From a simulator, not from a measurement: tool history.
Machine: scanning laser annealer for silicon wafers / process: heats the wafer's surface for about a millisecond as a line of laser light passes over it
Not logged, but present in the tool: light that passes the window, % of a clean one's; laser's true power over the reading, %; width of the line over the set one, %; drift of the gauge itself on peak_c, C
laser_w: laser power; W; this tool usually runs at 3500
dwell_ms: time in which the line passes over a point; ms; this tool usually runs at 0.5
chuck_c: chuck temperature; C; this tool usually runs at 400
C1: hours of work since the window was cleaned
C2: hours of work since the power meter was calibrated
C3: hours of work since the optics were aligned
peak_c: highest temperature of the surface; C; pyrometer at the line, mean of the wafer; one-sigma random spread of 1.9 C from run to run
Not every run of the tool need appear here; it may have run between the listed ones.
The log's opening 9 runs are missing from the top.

{"run": 10, "hour": 176.3, "laser_w": 3500, "dwell_ms": 0.5, "chuck_c": 400, "C1": 596, "C2": 827, "C3": 1189, "peak_c": 1195}
{"run": 11, "hour": 201.9, "laser_w": 3500, "dwell_ms": 0.5, "chuck_c": 400, "C1": 613, "C2": 844, "C3": 1206, "peak_c": 1194}
{"run": 12, "hour": 227.9, "laser_w": 3500, "dwell_ms": 0.5, "chuck_c": 400, "C1": 630, "C2": 861, "C3": 1223, "peak_c": 1188}
{"run": 13, "hour": 242.7, "laser_w": 3500, "dwell_ms": 0.5, "chuck_c": 400, "C1": 640, "C2": 871, "C3": 1233, "peak_c": 1188}
{"run": 14, "hour": 257.0, "laser_w": 3500, "dwell_ms": 0.5, "chuck_c": 400, "C1": 649, "C2": 881, "C3": 1243, "peak_c": 1194}
{"run": 15, "hour": 268.6, "laser_w": 3500, "dwell_ms": 0.5, "chuck_c": 400, "C1": 657, "C2": 888, "C3": 1250, "peak_c": 1190}
{"hour": 283.0, "done": "optics aligned, line set to its width"}
{"run": 16, "hour": 287.4, "laser_w": 3500, "dwell_ms": 0.526, "chuck_c": 400, "C1": 666, "C2": 898, "C3": 3, "peak_c": 1234}
{"run": 17, "hour": 307.7, "laser_w": 3500, "dwell_ms": 0.526, "chuck_c": 400, "C1": 679, "C2": 911, "C3": 16, "peak_c": 1230}
{"run": 18, "hour": 321.5, "laser_w": 3500, "dwell_ms": 0.526, "chuck_c": 400, "C1": 689, "C2": 920, "C3": 25, "peak_c": 1232}
{"run": 19, "hour": 339.5, "laser_w": 3605, "dwell_ms": 0.5, "chuck_c": 400, "C1": 701, "C2": 932, "C3": 37, "peak_c": 1241}
{"run": 20, "hour": 351.2, "laser_w": 3605, "dwell_ms": 0.5, "chuck_c": 400, "C1": 708, "C2": 940, "C3": 45, "peak_c": 1238}
{"run": 21, "hour": 370.5, "laser_w": 3500, "dwell_ms": 0.5, "chuck_c": 433, "C1": 721, "C2": 953, "C3": 58, "peak_c": 1241}

What will run 22 give?
{"run": 22, "hour": 385.8, "laser_w": 3500, "dwell_ms": 0.5, "chuck_c": 433, "C1": 731, "C2": 963, "C3": 68, "peak_c": "?"}

peak_c: 1239 C
With the hidden condition absent and the run-to-run variation left alone, this run would have shown peak_c 1270 C.
